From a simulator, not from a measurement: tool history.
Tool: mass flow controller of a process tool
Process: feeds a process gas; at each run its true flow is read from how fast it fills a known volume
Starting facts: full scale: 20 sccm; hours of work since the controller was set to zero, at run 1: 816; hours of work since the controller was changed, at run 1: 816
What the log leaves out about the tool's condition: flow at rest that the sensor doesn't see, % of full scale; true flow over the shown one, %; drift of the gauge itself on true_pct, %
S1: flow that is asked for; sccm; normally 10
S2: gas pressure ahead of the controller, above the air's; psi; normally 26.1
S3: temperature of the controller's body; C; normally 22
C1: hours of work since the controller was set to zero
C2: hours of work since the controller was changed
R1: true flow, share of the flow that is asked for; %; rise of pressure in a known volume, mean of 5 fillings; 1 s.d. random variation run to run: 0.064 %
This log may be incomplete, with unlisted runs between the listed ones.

run    hour  S1    S2  S3    C1    C2      R1
  1       0  10  26.1  22   816   816    98.2
  2   214.3  10  32.5  22   922   922   98.38
  3     522  10  32.5  38  1073  1073   98.77
  4   709.8  10  26.1  22  1166  1166   98.28
  5  1017.5  10  26.1  22  1318  1318   98.24
  6  1331.4  10  26.1  22  1473  1473   98.25
     1361.4  -- controller's zero set anew
  7  1504.4  10  26.1  22    71  1558      98
  8  1893.7   4  26.1  22   263  1750   96.11
  9  2121.9  13    30  39   375  1863   99.16
 10  2425.3  10  28.6  30   525  2013   98.26
     2482.7  -- controller's zero set anew, once more
 11  2661.9   3  26.1  24    88  2129   97.44
 12  2826.1  10  28.7  22   169  2210   98.72
 13  3126.5  10  26.1  31   318  2358    99.1
 14  3388.6  10  26.1  31   447  2488   98.94
 15  3657.2  10  26.1  29   580  2620   98.77
 16  3884.8  18  36.7  29   692  2733  100.49

Consider 5 possible next runs. They are alternatives, not a sequence: every one starts from the tool as it was left by run 16. What does each give?
  A  4245.3   3  20.5  39  870  2911   ?
  B  4245.3  18  22.2  35  870  2911   ?
  C  4245.3   4  26.1  35  870  2911   ?
  D  4245.3   5  36.7  21  870  2911   ?
  E  4245.3   7    35  22  870  2911   ?

run      R1
  A   96.92
  B  100.32
  C   97.39
  D   97.61
  E    98.2
Take away the tool's hidden state, keep each run's random variation, and the runs would have read:
run     R1
  A  97.54
  B  99.87
  C  97.69
  D  97.72
  E  98.09
